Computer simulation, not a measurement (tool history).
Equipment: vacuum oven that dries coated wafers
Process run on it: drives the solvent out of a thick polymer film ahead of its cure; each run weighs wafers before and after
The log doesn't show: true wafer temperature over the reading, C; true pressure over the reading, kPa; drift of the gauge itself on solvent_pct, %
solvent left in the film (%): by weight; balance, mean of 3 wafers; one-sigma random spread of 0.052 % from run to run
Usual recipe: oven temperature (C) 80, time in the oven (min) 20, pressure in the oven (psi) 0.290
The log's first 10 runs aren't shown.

run,hour,oven temperature (C),time in the oven (min),pressure in the oven (psi),hours of work since the thermocouples were calibrated,hours of work since the vacuum gauge was cleaned of residue,solvent left in the film (%)
11,762.0,76,20,0.290,551,673,4.08
12,833.0,76,20,0.290,602,724,3.95
13,904.0,76,20,0.290,653,775,4.04
14,991.7,76,20,0.290,716,837,3.96
15,1054.9,80,21,0.290,761,883,2.73
16,1126.0,80,20,0.190,812,934,2.53
17,1208.3,80,35,0.290,871,993,1.26
18,1307.1,80,20,0.689,942,1064,3.80
19,1400.7,84,16,0.689,1009,1131,3.62
20,1457.9,68,28,0.247,1050,1172,4.21
21,1519.4,68,23,0.247,1094,1216,5.40
22,1589.0,68,23,0.247,1144,1266,5.22
# hour 1663.7: oven's thermocouples calibrated
23,1688.1,68,23,0.247,17,1335,6.05
24,1753.8,68,23,0.247,65,1382,6.04
25,1798.6,94,20,0.290,97,1414,1.01
26,1863.1,73,26,0.326,143,1461,3.84
27,1949.2,73,26,0.326,205,1522,3.99
28,2037.5,73,25,0.155,268,1586,3.55
29,2093.5,73,25,0.155,308,1626,3.48
30,2180.6,79,20,0.290,371,1688,3.33
31,2244.1,79,20,0.290,416,1734,3.33
32,2294.3,80,11,0.557,452,1770,7.25
33,2370.7,80,11,0.557,507,1825,7.16
34,2437.8,80,11,0.557,555,1873,6.99
35,2499.9,80,20,0.609,599,1917,3.81

Consider 3 possible next runs. They are alternatives, not a sequence: every one starts from the tool as it was left by run 35. What does each give?
A,2597.7,86,20,0.489,670,1987,?
B,2597.7,65,27,1.015,670,1987,?
C,2597.7,80,31,0.609,670,1987,?

run,solvent left in the film (%)
A,2.06
B,8.77
C,2.43
Without the tool's hidden state the same runs would have given:
run,solvent left in the film (%)
A,2.19
B,9.20
C,2.47

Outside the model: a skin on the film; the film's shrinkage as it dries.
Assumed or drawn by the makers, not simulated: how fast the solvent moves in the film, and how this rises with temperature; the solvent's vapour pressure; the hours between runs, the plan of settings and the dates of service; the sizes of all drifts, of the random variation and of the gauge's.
